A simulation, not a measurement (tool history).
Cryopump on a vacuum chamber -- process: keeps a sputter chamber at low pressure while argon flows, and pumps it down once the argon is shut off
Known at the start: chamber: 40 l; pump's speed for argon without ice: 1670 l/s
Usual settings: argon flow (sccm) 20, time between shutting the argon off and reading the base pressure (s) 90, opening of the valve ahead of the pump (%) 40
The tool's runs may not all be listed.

run,hour,argon flow (sccm),time between shutting the argon off and reading the base pressure (s),opening of the valve ahead of the pump (%),pressure while argon flows (Pa),pressure after the wait (uPa)
1,0,20,90,40,0.054,1.1
2,15.8,20,90,40,0.0537,1.09
3,28.1,20,149,40,0.0543,0.75
4,36.3,20,149,40,0.0546,0.72
5,48.4,20,149,40,0.0535,0.76
6,63.9,20,65,40,0.0545,1.44
7,71.2,20,190,38,0.0569,0.7
8,77.7,20,190,38,0.0573,0.68
9,90.9,20,29,27,0.0798,2.95
10,106.7,20,29,27,0.078,3.01

Branching from run 10: 5 alternative next runs. What would each branch give?
A,114.5,19,21,18,?,?
B,114.5,37,38,31,?,?
C,114.5,26,113,45,?,?
D,114.5,38,40,27,?,?
E,114.5,30,88,37,?,?

run,pressure while argon flows (Pa),pressure after the wait (uPa)
A,0.1111,3.96
B,0.1282,2.33
C,0.0648,1.02
D,0.1499,2.24
E,0.0887,1.22
Without the tool's hidden state the same runs would have given:
run,pressure while argon flows (Pa),pressure after the wait (uPa)
A,0.1072,3.79
B,0.1206,2.16
C,0.0594,0.86
D,0.1421,2.07
E,0.0825,1.04

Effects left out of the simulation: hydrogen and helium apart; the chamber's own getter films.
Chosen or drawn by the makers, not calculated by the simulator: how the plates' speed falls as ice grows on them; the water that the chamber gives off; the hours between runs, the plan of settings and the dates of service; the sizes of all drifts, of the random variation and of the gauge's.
